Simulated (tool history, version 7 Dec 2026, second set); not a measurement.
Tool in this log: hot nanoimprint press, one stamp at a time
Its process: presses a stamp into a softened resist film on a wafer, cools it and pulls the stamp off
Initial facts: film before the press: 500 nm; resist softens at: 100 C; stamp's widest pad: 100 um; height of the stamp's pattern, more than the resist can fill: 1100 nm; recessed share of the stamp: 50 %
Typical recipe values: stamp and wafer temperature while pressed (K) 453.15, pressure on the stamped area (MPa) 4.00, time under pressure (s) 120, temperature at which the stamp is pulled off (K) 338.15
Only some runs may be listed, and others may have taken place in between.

run   hour  stamp and wafer temperature while pressed (K)  pressure on the stamped area (MPa)  time under pressure (s)  temperature at which the stamp is pulled off (K)  resist left under the stamp's widest pad (angstrom)  greatest force while the stamp is pulled off (N)
  1    0.0                                         453.15                                4.00                      120                                            338.15                                                 2250                                               191
  2   17.9                                         453.15                                4.00                      120                                            338.15                                                 2282                                               188
  3   36.2                                         453.15                                4.00                      125                                            338.15                                                 2208                                               191
  4   51.0                                         453.15                                4.00                      125                                            338.15                                                 2246                                               188
  5   68.6                                         453.15                                4.00                      120                                            338.15                                                 2266                                               182
  6   87.0                                         453.15                                4.00                      120                                            334.15                                                 2276                                               206
  7   98.1                                         455.15                                4.00                      111                                            334.15                                                 2172                                               200
  8  112.2                                         460.15                                4.00                      183                                            338.15                                                 1467                                               187
  9  126.3                                         460.15                                4.00                      183                                            338.15                                                 1443                                               196
 10  145.6                                         460.15                                4.00                      183                                            338.15                                                 1467                                               193
 11  165.3                                         461.15                                2.47                      120                                            338.15                                                 2168                                               193
 12  175.3                                         446.15                                5.64                       69                                            335.15                                                 2983                                               197

Removed from this log: 1 entry logged between the listed runs. Between which two listed runs does each belong, and how does the tool's hidden state at the listed run before it compare with that at the listed run after it?
Logged between run 4 and run 5: stamp cleaned and given a new release coat (hour 67.3)
  grip of the stamp's worn release coat, % over a new coat's: 1.3 -> 0
